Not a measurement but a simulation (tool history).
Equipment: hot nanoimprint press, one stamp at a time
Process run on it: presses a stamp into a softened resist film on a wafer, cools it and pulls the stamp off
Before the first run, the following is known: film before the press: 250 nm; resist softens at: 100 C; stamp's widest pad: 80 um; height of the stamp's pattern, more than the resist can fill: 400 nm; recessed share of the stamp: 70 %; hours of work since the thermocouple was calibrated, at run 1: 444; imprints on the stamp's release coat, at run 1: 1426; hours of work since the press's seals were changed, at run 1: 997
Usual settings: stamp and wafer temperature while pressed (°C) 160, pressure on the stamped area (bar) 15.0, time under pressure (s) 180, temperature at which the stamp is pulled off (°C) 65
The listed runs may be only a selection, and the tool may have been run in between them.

| run | hour | stamp and wafer temperature while pressed (°C) | pressure on the stamped area (bar) | time under pressure (s) | temperature at which the stamp is pulled off (°C) | hours of work since the thermocouple was calibrated | imprints on the stamp's release coat | hours of work since the press's seals were changed | resist left under the stamp's widest pad (nm) | greatest force while the stamp is pulled off (N) |
|---|---|---|---|---|---|---|---|---|---|---|
| 1 | 0.0 | 160 | 15.0 | 180 | 65 | 444 | 1426 | 997 | 114.2 | 308 |
| 2 | 21.0 | 160 | 15.0 | 180 | 65 | 456 | 1525 | 1010 | 115.1 | 338 |
|  | 61.6 | stamp cleaned and given a new release coat |
|  | 73.3 | press's hydraulic seals changed and the load cell set to zero |
| 3 | 74.1 | 160 | 15.0 | 180 | 65 | 479 | 21 | 0 | 109.5 | 218 |
| 4 | 124.2 | 164 | 15.0 | 180 | 65 | 509 | 255 | 30 | 93.6 | 232 |
|  | 153.1 | plate thermocouple calibrated |
| 5 | 165.4 | 164 | 15.0 | 180 | 65 | 7 | 434 | 53 | 88.2 | 245 |
| 6 | 198.4 | 164 | 15.0 | 180 | 65 | 27 | 588 | 72 | 87.8 | 245 |
| 7 | 246.6 | 164 | 15.0 | 180 | 65 | 55 | 814 | 101 | 87.8 | 264 |
| 8 | 282.3 | 164 | 15.0 | 180 | 65 | 77 | 980 | 122 | 87.8 | 286 |
|  | 309.1 | plate thermocouple calibrated, once more |
| 9 | 323.2 | 160 | 15.0 | 180 | 65 | 8 | 1158 | 145 | 120.3 | 317 |
| 10 | 370.1 | 166 | 20.7 | 342 | 70 | 36 | 1377 | 172 | 59.7 | 299 |
| 11 | 392.7 | 160 | 9.2 | 156 | 67 | 50 | 1483 | 186 | 152.3 | 331 |
|  | 439.5 | stamp cleaned and given a new release coat |
| 12 | 441.9 | 160 | 10.0 | 164 | 65 | 75 | 12 | 211 | 144.7 | 225 |
| 13 | 478.0 | 155 | 15.6 | 228 | 50 | 97 | 181 | 233 | 130.5 | 275 |
| 14 | 518.5 | 160 | 9.6 | 180 | 53 | 121 | 370 | 257 | 141.7 | 277 |
| 15 | 557.8 | 159 | 15.0 | 218 | 55 | 144 | 554 | 280 | 113.7 | 294 |
| 16 | 584.5 | 168 | 10.0 | 143 | 72 | 160 | 679 | 296 | 111.9 | 242 |
| 17 | 608.8 | 164 | 10.0 | 143 | 51 | 174 | 793 | 310 | 128.8 | 324 |

Here are 3 independent what-if runs from the current tool condition. What would each one return?
| A | 658.1 | 167 | 15.0 | 180 | 65 | 203 | 1023 | 340 | ? | ? |
| B | 658.1 | 165 | 15.0 | 180 | 65 | 203 | 1023 | 340 | ? | ? |
| C | 658.1 | 156 | 14.7 | 97 | 51 | 203 | 1023 | 340 | ? | ? |

| run | resist left under the stamp's widest pad (nm) | greatest force while the stamp is pulled off (N) |
|---|---|---|
| A | 86.5 | 290 |
| B | 94.8 | 296 |
| C | 164.5 | 333 |
Take away the tool's hidden state, keep each run's random variation, and the runs would have read:
| run | resist left under the stamp's widest pad (nm) | greatest force while the stamp is pulled off (N) |
|---|---|---|
| A | 89.7 | 219 |
| B | 98.3 | 223 |
| C | 169.3 | 251 |
